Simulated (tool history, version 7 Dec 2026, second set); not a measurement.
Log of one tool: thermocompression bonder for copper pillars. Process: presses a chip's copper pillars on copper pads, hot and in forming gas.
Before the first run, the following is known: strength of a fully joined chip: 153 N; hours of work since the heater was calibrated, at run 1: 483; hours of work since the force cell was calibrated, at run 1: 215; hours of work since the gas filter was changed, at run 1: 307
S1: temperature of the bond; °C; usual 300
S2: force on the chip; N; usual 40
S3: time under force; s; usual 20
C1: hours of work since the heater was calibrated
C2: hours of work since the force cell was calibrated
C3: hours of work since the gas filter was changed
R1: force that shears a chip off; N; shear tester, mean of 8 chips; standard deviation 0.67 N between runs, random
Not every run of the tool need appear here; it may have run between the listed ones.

{"run": 1, "hour": 0.0, "S1": 300, "S2": 40, "S3": 20, "C1": 483, "C2": 215, "C3": 307, "R1": 82.1}
{"run": 2, "hour": 12.4, "S1": 300, "S2": 40, "S3": 20, "C1": 492, "C2": 223, "C3": 316, "R1": 82.8}
{"run": 3, "hour": 32.0, "S1": 300, "S2": 40, "S3": 20, "C1": 505, "C2": 237, "C3": 330, "R1": 82.9}
{"run": 4, "hour": 55.4, "S1": 300, "S2": 40, "S3": 20, "C1": 521, "C2": 253, "C3": 346, "R1": 82.7}
{"run": 5, "hour": 76.8, "S1": 300, "S2": 40, "S3": 20, "C1": 536, "C2": 268, "C3": 361, "R1": 83.7}
{"hour": 90.5, "done": "forming gas filter changed"}
{"run": 6, "hour": 101.3, "S1": 300, "S2": 40, "S3": 20, "C1": 553, "C2": 285, "C3": 8, "R1": 83.6}
{"run": 7, "hour": 118.1, "S1": 300, "S2": 39, "S3": 30, "C1": 565, "C2": 297, "C3": 19, "R1": 93.3}
{"run": 8, "hour": 132.3, "S1": 300, "S2": 39, "S3": 30, "C1": 575, "C2": 307, "C3": 29, "R1": 92.5}
{"run": 9, "hour": 146.6, "S1": 305, "S2": 43, "S3": 45, "C1": 585, "C2": 317, "C3": 39, "R1": 114.1}
{"run": 10, "hour": 169.6, "S1": 300, "S2": 31, "S3": 20, "C1": 601, "C2": 333, "C3": 55, "R1": 67.6}
{"run": 11, "hour": 193.5, "S1": 300, "S2": 31, "S3": 20, "C1": 617, "C2": 349, "C3": 72, "R1": 67.5}

Describe how what the log doesn't record of the tool's condition differs between the last listed run preceding each entry between runs and the first listed run following it.
Run 5 -> run 6: forming gas filter changed (hour 90.5)
  oxide that the forming gas leaves, % of the face: 1.17 -> 0.52
